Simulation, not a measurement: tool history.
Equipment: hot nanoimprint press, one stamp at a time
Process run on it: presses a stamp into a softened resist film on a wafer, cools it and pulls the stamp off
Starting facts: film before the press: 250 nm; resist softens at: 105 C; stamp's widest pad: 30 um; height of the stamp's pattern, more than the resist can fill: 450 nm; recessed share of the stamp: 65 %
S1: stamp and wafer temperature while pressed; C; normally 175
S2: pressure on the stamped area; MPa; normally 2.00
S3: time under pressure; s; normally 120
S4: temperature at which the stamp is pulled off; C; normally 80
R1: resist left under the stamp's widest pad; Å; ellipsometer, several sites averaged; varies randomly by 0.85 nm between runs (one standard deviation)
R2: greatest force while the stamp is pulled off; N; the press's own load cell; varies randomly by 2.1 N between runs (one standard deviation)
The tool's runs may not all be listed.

Run 1, hour 0.0: usual settings. Result: R1 1153 Å, R2 90 N.
Run 2, hour 32.8: usual settings. Result: R1 1146 Å, R2 90 N.
Run 3, hour 75.8: usual settings. Result: R1 1145 Å, R2 96 N.
Run 4, hour 109.4: usual settings. Result: R1 1139 Å, R2 93 N.
Run 5, hour 149.4: usual settings. Result: R1 1152 Å, R2 89 N.
Run 6, hour 200.5: usual settings but S1 163 C. Result: R1 1601 Å, R2 93 N.
At hour 219.8: plate thermocouple calibrated.
Run 7, hour 233.1: usual settings but S1 163 C. Result: R1 1610 Å, R2 92 N.
At hour 243.4: stamp cleaned and given a new release coat.
Run 8, hour 272.8: usual settings but S1 163 C. Result: R1 1584 Å, R2 92 N.
Run 9, hour 316.9: usual settings but S1 163 C. Result: R1 1597 Å, R2 87 N.
Run 10, hour 345.1: usual settings but S1 163 C. Result: R1 1594 Å, R2 91 N.
Run 11, hour 392.3: usual settings but S1 163 C. Result: R1 1592 Å, R2 90 N.
Run 12, hour 412.9: usual settings but S1 163 C. Result: R1 1600 Å, R2 88 N.
Run 13, hour 460.3: usual settings but S1 171 C. Result: R1 1298 Å, R2 87 N.
Run 14, hour 504.2: usual settings but S1 171 C, S3 184 s. Result: R1 1112 Å, R2 92 N.
Run 15, hour 536.8: usual settings but S1 171 C, S3 184 s. Result: R1 1125 Å, R2 87 N.
Run 16, hour 572.6: usual settings but S1 180 C, S2 2.12 MPa, S3 138 s. Result: R1 925 Å, R2 92 N.
Run 17, hour 607.4: usual settings but S1 182 C, S2 2.12 MPa, S3 138 s, S4 79 C. Result: R1 866 Å, R2 95 N.
Run 18, hour 648.4: usual settings but S3 85 s, S4 76 C. Result: R1 1283 Å, R2 94 N.
Run 19, hour 685.1: usual settings but S3 85 s, S4 76 C. Result: R1 1287 Å, R2 98 N.
At hour 733.8: plate thermocouple calibrated.
Run 20, hour 733.8: usual settings but S2 2.10 MPa, S3 148 s. Result: R1 1034 Å, R2 93 N.
Run 21, hour 771.3: usual settings but S1 170 C, S2 2.10 MPa, S3 148 s, S4 76 C. Result: R1 1183 Å, R2 98 N.
Run 22, hour 798.8: usual settings but S1 184 C, S2 2.10 MPa, S3 148 s, S4 85 C. Result: R1 816 Å, R2 88 N.
Run 23, hour 831.7: usual settings but S1 184 C, S2 2.10 MPa, S3 140 s, S4 85 C. Result: R1 836 Å, R2 89 N.
Run 24, hour 858.3: usual settings but S1 180 C, S2 2.10 MPa, S3 221 s, S4 85 C. Result: R1 773 Å, R2 87 N.
Run 25, hour 903.5: usual settings but S1 180 C, S2 2.10 MPa, S3 221 s, S4 85 C. Result: R1 796 Å, R2 89 N.
Run 26, hour 944.6: usual settings but S1 171 C, S3 70 s. Result: R1 1515 Å, R2 92 N.
Run 27, hour 982.5: usual settings but S1 171 C, S2 2.49 MPa, S3 208 s, S4 70 C. Result: R1 964 Å, R2 101 N.
Run 28, hour 1008.0: usual settings but S1 171 C, S2 3.05 MPa, S3 170 s, S4 70 C. Result: R1 895 Å, R2 96 N.
Run 29, hour 1053.0: usual settings but S1 183 C, S3 157 s. Result: R1 842 Å, R2 88 N.

4 options for the next run, each taken on its own from the tool as it stands now. Forecast them:
Run A, hour 1096.1: usual settings but S1 176 C, S3 91 s, S4 82 C. Result: R1 ?, R2 ?.
Run B, hour 1096.1: usual settings but S1 173 C, S2 1.46 MPa. Result: R1 ?, R2 ?.
Run C, hour 1096.1: usual settings but S2 1.55 MPa, S3 192 s. Result: R1 ?, R2 ?.
Run D, hour 1096.1: usual settings but S2 1.57 MPa, S3 77 s. Result: R1 ?, R2 ?.

run    R1  R2
  A  1215  89
  B  1443  91
  C  1149  88
  D  1503  92
What these runs would have given with no unlogged condition in the tool:
run    R1  R2
  A  1213  88
  B  1440  90
  C  1147  87
  D  1501  90
